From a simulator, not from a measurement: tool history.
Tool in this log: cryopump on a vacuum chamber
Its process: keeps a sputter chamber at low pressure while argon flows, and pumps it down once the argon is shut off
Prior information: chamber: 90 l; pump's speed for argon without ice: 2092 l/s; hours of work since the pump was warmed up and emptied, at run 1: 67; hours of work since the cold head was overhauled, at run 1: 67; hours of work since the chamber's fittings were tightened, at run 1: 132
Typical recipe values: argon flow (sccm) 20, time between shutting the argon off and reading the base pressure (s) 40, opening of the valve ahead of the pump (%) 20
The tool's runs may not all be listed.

| run | day | argon flow (sccm) | time between shutting the argon off and reading the base pressure (s) | opening of the valve ahead of the pump (%) | hours of work since the pump was warmed up and emptied | hours of work since the cold head was overhauled | hours of work since the chamber's fittings were tightened | pressure while argon flows (Pa) | pressure after the wait (uPa) |
|---|---|---|---|---|---|---|---|---|---|
| 1 | 0.000 | 20 | 40 | 20 | 67 | 67 | 132 | 0.0812 | 1.56 |
| 2 | 0.750 | 32 | 40 | 20 | 82 | 82 | 146 | 0.1296 | 1.56 |
| 3 | 1.762 | 32 | 130 | 20 | 101 | 101 | 166 | 0.1299 | 0.65 |
| 4 | 2.433 | 37 | 40 | 20 | 114 | 114 | 179 | 0.1495 | 1.61 |
| 5 | 3.383 | 37 | 40 | 20 | 133 | 133 | 198 | 0.1514 | 1.57 |
| 6 | 3.996 | 20 | 40 | 20 | 145 | 145 | 209 | 0.0822 | 1.61 |
| 7 | 5.083 | 20 | 40 | 20 | 166 | 166 | 231 | 0.0809 | 1.60 |
| 8 | 5.604 | 20 | 40 | 20 | 176 | 176 | 241 | 0.0813 | 1.60 |
| 9 | 6.500 | 20 | 40 | 20 | 193 | 193 | 258 | 0.0815 | 1.61 |
| 10 | 7.525 | 20 | 40 | 20 | 213 | 213 | 278 | 0.0811 | 1.68 |
| 11 | 8.542 | 20 | 40 | 20 | 233 | 233 | 298 | 0.0820 | 1.61 |
| 12 | 9.467 | 20 | 40 | 20 | 251 | 251 | 316 | 0.0817 | 1.62 |
| 13 | 10.467 | 20 | 40 | 20 | 270 | 270 | 335 | 0.0816 | 1.58 |
| 14 | 11.012 | 20 | 40 | 20 | 281 | 281 | 346 | 0.0814 | 1.56 |
| 15 | 11.771 | 10 | 40 | 20 | 295 | 295 | 360 | 0.0409 | 1.61 |
| 16 | 12.408 | 17 | 40 | 20 | 308 | 308 | 373 | 0.0698 | 1.66 |
| 17 | 13.238 | 17 | 40 | 20 | 324 | 324 | 389 | 0.0697 | 1.65 |
| 18 | 14.354 | 17 | 40 | 20 | 346 | 346 | 410 | 0.0698 | 1.64 |
| 19 | 15.404 | 20 | 40 | 60 | 366 | 366 | 431 | 0.0284 | 1.67 |
| 20 | 16.129 | 20 | 294 | 16 | 380 | 380 | 445 | 0.1040 | 0.49 |
| 21 | 17.271 | 20 | 40 | 35 | 402 | 402 | 467 | 0.0485 | 1.69 |
| 22 | 18.438 | 16 | 284 | 17 | 425 | 425 | 490 | 0.0785 | 0.49 |
| 23 | 18.983 | 20 | 40 | 38 | 435 | 435 | 500 | 0.0443 | 1.67 |
| 24 | 19.879 | 19 | 49 | 50 | 453 | 453 | 518 | 0.0332 | 1.44 |
| 25 | 20.938 | 19 | 49 | 23 | 473 | 473 | 538 | 0.0690 | 1.48 |
| 26 | 22.004 | 20 | 41 | 19 | 494 | 494 | 559 | 0.0871 | 1.67 |
| 27 | 22.621 | 20 | 41 | 19 | 506 | 506 | 571 | 0.0871 | 1.69 |
| 28 | 23.254 | 14 | 112 | 20 | 518 | 518 | 583 | 0.0584 | 0.81 |
| 29 | 23.783 | 14 | 35 | 49 | 529 | 529 | 593 | 0.0249 | 1.92 |
| 30 | 24.917 | 14 | 35 | 49 | 551 | 551 | 615 | 0.0247 | 1.97 |
| 31 | 25.742 | 20 | 21 | 55 | 567 | 567 | 631 | 0.0316 | 2.92 |
| 32 | 26.429 | 31 | 236 | 23 | 580 | 580 | 645 | 0.1122 | 0.60 |
| 33 | 27.196 | 34 | 168 | 19 | 595 | 595 | 660 | 0.1498 | 0.69 |
| 34 | 27.904 | 30 | 56 | 21 | 609 | 609 | 673 | 0.1190 | 1.31 |
| 35 | 28.658 | 30 | 56 | 21 | 623 | 623 | 688 | 0.1195 | 1.36 |

Had the tool no unlogged condition, and each run kept its random variation, what would the results have been?
Hidden state present: pump's speed, % of a pump's without ice; cold plate's temperature, K; leak into the chamber, uPa l/s; drift of the gauge itself on working_pa, %; drift of the gauge itself on base_upa, %.
| run | pressure while argon flows (Pa) | pressure after the wait (uPa) |
|---|---|---|
| 1 | 0.0808 | 1.51 |
| 2 | 0.1289 | 1.51 |
| 3 | 0.1290 | 0.59 |
| 4 | 0.1484 | 1.55 |
| 5 | 0.1501 | 1.50 |
| 6 | 0.0815 | 1.54 |
| 7 | 0.0801 | 1.53 |
| 8 | 0.0804 | 1.52 |
| 9 | 0.0806 | 1.53 |
| 10 | 0.0801 | 1.59 |
| 11 | 0.0809 | 1.52 |
| 12 | 0.0805 | 1.52 |
| 13 | 0.0803 | 1.48 |
| 14 | 0.0801 | 1.46 |
| 15 | 0.0403 | 1.50 |
| 16 | 0.0686 | 1.55 |
| 17 | 0.0685 | 1.54 |
| 18 | 0.0685 | 1.52 |
| 19 | 0.0268 | 1.54 |
| 20 | 0.1023 | 0.35 |
| 21 | 0.0467 | 1.55 |
| 22 | 0.0770 | 0.34 |
| 23 | 0.0424 | 1.52 |
| 24 | 0.0313 | 1.29 |
| 25 | 0.0670 | 1.31 |
| 26 | 0.0849 | 1.50 |
| 27 | 0.0849 | 1.52 |
| 28 | 0.0568 | 0.64 |
| 29 | 0.0233 | 1.74 |
| 30 | 0.0230 | 1.78 |
| 31 | 0.0291 | 2.74 |
| 32 | 0.1082 | 0.41 |
| 33 | 0.1453 | 0.49 |
| 34 | 0.1149 | 1.11 |
| 35 | 0.1154 | 1.16 |
